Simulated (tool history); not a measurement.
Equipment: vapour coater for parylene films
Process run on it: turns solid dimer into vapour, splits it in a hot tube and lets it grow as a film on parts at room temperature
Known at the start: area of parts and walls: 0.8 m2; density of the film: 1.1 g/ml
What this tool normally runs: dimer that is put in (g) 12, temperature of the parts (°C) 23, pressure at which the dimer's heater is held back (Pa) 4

| run | day | dimer that is put in (g) | temperature of the parts (°C) | pressure at which the dimer's heater is held back (Pa) | thickness of the film (um) |
|---|---|---|---|---|---|
| 1 | 0 | 12 | 23 | 4 | 6.36 |
| 2 | 1.012 | 12 | 23 | 4 | 6.38 |
| 3 | 2.542 | 12 | 23 | 10.35 | 5.69 |
| 4 | 3.767 | 12 | 23 | 9.51 | 5.74 |
| 5 | 5.442 | 12 | 23 | 4 | 6.38 |
| 6 | 6.408 | 12 | 23 | 4 | 6.36 |
| 7 | 7.929 | 12 | 34 | 4 | 4.55 |
| 8 | 10.05 | 12 | 34 | 4 | 4.54 |
| 9 | 11.621 | 12 | 16 | 4 | 7.91 |
| 10 | 12.592 | 12 | 23 | 4 | 6.37 |
| 11 | 14.633 | 12 | 23 | 8.25 | 5.84 |
| 12 | 16.708 | 12 | 23 | 4 | 6.37 |
|  | 18.033 | trap's valve overhauled |
| 13 | 18.367 | 12 | 23 | 4 | 6.41 |
| 14 | 19.688 | 12 | 23 | 4 | 6.38 |
| 15 | 21.154 | 12 | 25 | 4 | 6.03 |
| 16 | 22.171 | 12 | 25 | 2.75 | 6.29 |
| 17 | 23.108 | 8 | 23 | 4 | 4.26 |
| 18 | 25.146 | 8 | 23 | 4 | 4.25 |
| 19 | 26.829 | 8 | 23 | 4 | 4.25 |
| 20 | 28.55 | 12 | 21 | 4 | 6.75 |
| 21 | 30.338 | 10 | 25 | 8.47 | 4.54 |
| 22 | 32.254 | 10 | 25 | 8.47 | 4.56 |
| 23 | 34.208 | 13 | 24 | 9.17 | 6.06 |
| 24 | 35.775 | 11 | 25 | 7.83 | 5.08 |
| 25 | 37.579 | 11 | 25 | 7.83 | 5.05 |
| 26 | 39.612 | 11 | 25 | 7.83 | 5.09 |
| 27 | 40.712 | 9 | 23 | 6.23 | 4.53 |
| 28 | 42.8 | 9 | 23 | 6.23 | 4.54 |
| 29 | 44.633 | 19 | 26 | 3.36 | 9.42 |
| 30 | 46.183 | 6 | 23 | 4 | 3.18 |
| 31 | 47.779 | 6 | 26 | 2.29 | 3.11 |
| 32 | 49.558 | 15 | 23 | 11.2 | 7.05 |
| 33 | 51.217 | 6 | 23 | 3.63 | 3.23 |
|  | 52.062 | trap's valve overhauled |
| 34 | 52.638 | 12 | 23 | 8.13 | 5.88 |
| 35 | 54.717 | 12 | 22 | 3.6 | 6.68 |
| 36 | 55.925 | 12 | 18 | 4.31 | 7.42 |
| 37 | 57.308 | 7 | 24 | 4 | 3.61 |
| 38 | 59.188 | 12 | 23 | 6.18 | 6.03 |

Consider 5 possible next runs. They are alternatives, not a sequence: every one starts from the tool as it was left by run 38. What does each give?
| A | 60.433 | 12 | 23 | 4.4 | ? |
| B | 60.433 | 12 | 19 | 4 | ? |
| C | 60.433 | 12 | 23 | 3.92 | ? |
| D | 60.433 | 12 | 23 | 2.02 | ? |
| E | 60.433 | 21 | 33 | 2.6 | ? |

| run | thickness of the film (um) |
|---|---|
| A | 6.31 |
| B | 7.22 |
| C | 6.4 |
| D | 6.96 |
| E | 8.64 |
Take away the tool's hidden state, keep each run's random variation, and the runs would have read:
| run | thickness of the film (um) |
|---|---|
| A | 6.32 |
| B | 7.22 |
| C | 6.4 |
| D | 6.96 |
| E | 8.65 |
